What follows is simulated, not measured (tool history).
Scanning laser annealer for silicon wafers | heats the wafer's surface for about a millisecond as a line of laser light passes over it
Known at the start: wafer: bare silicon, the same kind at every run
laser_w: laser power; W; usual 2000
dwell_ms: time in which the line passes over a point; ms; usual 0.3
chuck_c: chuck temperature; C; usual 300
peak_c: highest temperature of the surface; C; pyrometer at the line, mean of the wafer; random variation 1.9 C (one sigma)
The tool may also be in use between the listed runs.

Run 1, hour 0: usual settings. Result: peak_c 1107 C.
Run 2, hour 21.7: usual settings. Result: peak_c 1115 C.
Run 3, hour 44.1: usual settings. Result: peak_c 1112 C.
Run 4, hour 64.6: usual settings. Result: peak_c 1113 C.
Run 5, hour 75.3: usual settings. Result: peak_c 1112 C.
At hour 102.6: optics aligned, line set to its width.
Run 6, hour 103.3: usual settings. Result: peak_c 1114 C.
Run 7, hour 125.4: usual settings but chuck_c 323 C. Result: peak_c 1134 C.
Run 8, hour 135.2: usual settings but laser_w 2149 W, chuck_c 323 C. Result: peak_c 1191 C.
Run 9, hour 155.2: usual settings but laser_w 1978 W, dwell_ms 0.348 ms, chuck_c 323 C. Result: peak_c 1192 C.
Run 10, hour 168.3: usual settings but laser_w 1740 W, dwell_ms 0.221 ms, chuck_c 273 C. Result: peak_c 872 C.
Run 11, hour 190.2: usual settings but laser_w 2055 W, dwell_ms 0.328 ms, chuck_c 270 C. Result: peak_c 1145 C.
Run 12, hour 201.7: usual settings but laser_w 2055 W, dwell_ms 0.328 ms, chuck_c 270 C. Result: peak_c 1148 C.

5 ways to go on from here, each from the tool as it stands after run 12. What would each give?
Run A, hour 217.8: usual settings but laser_w 1920 W, dwell_ms 0.294 ms, chuck_c 270 C. Result: peak_c ?.
Run B, hour 217.8: usual settings but laser_w 1749 W, dwell_ms 0.379 ms, chuck_c 276 C. Result: peak_c ?.
Run C, hour 217.8: usual settings but laser_w 1872 W, dwell_ms 0.295 ms, chuck_c 334 C. Result: peak_c ?.
Run D, hour 217.8: usual settings but laser_w 1906 W, dwell_ms 0.248 ms, chuck_c 296 C. Result: peak_c ?.
Run E, hour 217.8: usual settings but laser_w 2068 W, dwell_ms 0.24 ms, chuck_c 270 C. Result: peak_c ?.

run  peak_c
  A    1042
  B    1089
  C    1088
  D     992
  E    1010
Without the tool's hidden state the same runs would have given:
run  peak_c
  A    1043
  B    1090
  C    1089
  D     992
  E    1011

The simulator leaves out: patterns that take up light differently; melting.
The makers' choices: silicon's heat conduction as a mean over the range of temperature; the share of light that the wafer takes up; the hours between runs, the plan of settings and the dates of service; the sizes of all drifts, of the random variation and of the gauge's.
